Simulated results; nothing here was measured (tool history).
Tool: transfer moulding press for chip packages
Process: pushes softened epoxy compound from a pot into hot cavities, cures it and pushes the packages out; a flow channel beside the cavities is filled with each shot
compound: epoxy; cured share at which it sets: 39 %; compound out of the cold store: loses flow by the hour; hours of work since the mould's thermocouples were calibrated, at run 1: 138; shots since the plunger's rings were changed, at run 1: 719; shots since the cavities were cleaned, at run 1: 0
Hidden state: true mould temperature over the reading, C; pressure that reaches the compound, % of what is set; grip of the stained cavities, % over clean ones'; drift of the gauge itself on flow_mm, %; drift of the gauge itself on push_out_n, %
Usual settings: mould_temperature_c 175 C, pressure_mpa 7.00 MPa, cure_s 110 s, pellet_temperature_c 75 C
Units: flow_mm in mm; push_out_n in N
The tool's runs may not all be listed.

run	day	mould_temperature_c	pressure_mpa	cure_s	pellet_temperature_c	hours of work since the mould's thermocouples were calibrated	shots since the plunger's rings were changed	shots since the cavities were cleaned	incoming compound's hours out of the cold store	flow_mm	push_out_n
1	0.000	175	7.00	110	75	138	719	0	20.1	936	370
2	0.333	175	7.08	110	75	143	810	91	29.6	899	384
3	0.533	175	7.08	110	75	146	863	144	38.2	871	421
4	0.721	175	7.08	110	75	149	914	195	47.4	844	436
5	1.067	175	7.08	110	75	154	1007	288	24.0	918	487
6	1.438	175	7.00	110	75	160	1106	387	24.8	905	543
7	1.825	175	7.00	110	75	166	1211	492	9.8	969	555
# day 2.167: cavities cleaned with cleaning compound and waxed
8	2.204	175	7.00	110	75	171	1297	11	20.4	920	383
9	2.596	175	7.00	110	75	176	1402	116	46.5	837	412
10	2.821	175	7.00	110	75	180	1462	176	32.1	880	415
11	3.158	175	7.00	110	75	185	1553	267	23.6	908	488
12	3.446	175	7.00	110	75	189	1631	345	34.3	872	497
13	3.662	174	7.00	110	75	192	1690	404	29.4	884	555
14	3.842	175	7.00	110	75	195	1737	451	34.2	872	513
15	4.175	175	7.00	110	75	200	1828	542	29.1	883	545
# day 4.338: cavities cleaned with cleaning compound and waxed
16	4.600	175	7.00	110	75	205	1925	70	28.0	889	393
17	4.967	178	6.85	96	74	211	2024	169	40.8	829	463
18	5.179	178	6.85	96	74	214	2082	227	24.0	879	505
19	5.371	169	8.43	95	70	217	2133	278	46.4	935	1006
20	5.633	169	8.43	95	70	221	2204	349	36.5	969	1089
21	5.871	168	8.43	95	70	225	2267	412	40.6	959	1162
22	6.079	173	6.81	110	75	228	2324	469	22.4	897	604
# day 6.500: cavities cleaned with cleaning compound and waxed
23	6.500	173	6.81	110	75	233	2420	0	10.4	938	411
24	6.696	173	6.81	110	75	236	2473	53	19.2	911	420
25	7.075	169	5.63	106	74	242	2575	155	35.6	788	677
26	7.371	175	8.03	110	75	246	2655	235	18.7	975	465
27	7.592	175	7.00	110	79	249	2715	295	35.6	846	467
28	7.900	175	5.31	125	79	254	2797	377	45.2	718	440
29	8.167	179	7.81	125	79	258	2869	449	14.9	957	427

4 ways to go on from here, each from the tool as it stands after run 29. What would each give?
A	8.550	175	5.85	106	75	264	2973	553	14.9	?	?
B	8.550	169	7.00	143	75	264	2973	553	31.6	?	?
C	8.550	179	7.20	125	83	264	2973	553	23.2	?	?
D	8.550	175	7.00	98	75	264	2973	553	43.8	?	?

run	flow_mm	push_out_n
A	845	612
B	894	512
C	890	472
D	830	692
Without the tool's hidden state the same runs would have given:
run	flow_mm	push_out_n
A	881	420
B	933	340
C	927	308
D	865	477
